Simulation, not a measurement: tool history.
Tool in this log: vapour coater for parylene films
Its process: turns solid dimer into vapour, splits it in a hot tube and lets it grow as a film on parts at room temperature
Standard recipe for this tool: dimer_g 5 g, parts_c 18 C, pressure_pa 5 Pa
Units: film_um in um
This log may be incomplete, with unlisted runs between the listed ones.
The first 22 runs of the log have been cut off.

| run | hour | dimer_g | parts_c | pressure_pa | film_um |
|---|---|---|---|---|---|
| 23 | 231.2 | 8 | 11 | 8.29 | 4.71 |
| 24 | 243.2 | 6 | 18 | 3.31 | 3.57 |
| 25 | 250.6 | 6 | 13 | 2.38 | 4.43 |
| 26 | 257.8 | 8 | 28 | 11.44 | 2.55 |
| 27 | 264.3 | 8 | 12 | 6.22 | 4.84 |
| 28 | 274.3 | 9 | 18 | 3.99 | 5.07 |
| 29 | 287.6 | 9 | 18 | 3.99 | 5.02 |
| 30 | 300.8 | 3 | 18 | 5.2 | 1.57 |
| 31 | 314.2 | 3 | 18 | 5.2 | 1.58 |
| 32 | 324.9 | 3 | 11 | 2.43 | 2.3 |
| 33 | 333.7 | 3 | 11 | 2.43 | 2.34 |

Alternative continuations, all from the tool just after run 33; predict every row:
| A | 345.2 | 6 | 18 | 5 | ? |
| B | 345.2 | 2 | 18 | 5 | ? |
| C | 345.2 | 3 | 18 | 3.52 | ? |
| D | 345.2 | 3 | 13 | 2.43 | ? |
| E | 345.2 | 6 | 26 | 2.43 | ? |

| run | film_um |
|---|---|
| A | 3.18 |
| B | 1.02 |
| C | 1.71 |
| D | 2.17 |
| E | 2.94 |
Had the tool no hidden state, the same runs would have come out as:
| run | film_um |
|---|---|
| A | 3.43 |
| B | 1.1 |
| C | 1.84 |
| D | 2.34 |
| E | 3.17 |

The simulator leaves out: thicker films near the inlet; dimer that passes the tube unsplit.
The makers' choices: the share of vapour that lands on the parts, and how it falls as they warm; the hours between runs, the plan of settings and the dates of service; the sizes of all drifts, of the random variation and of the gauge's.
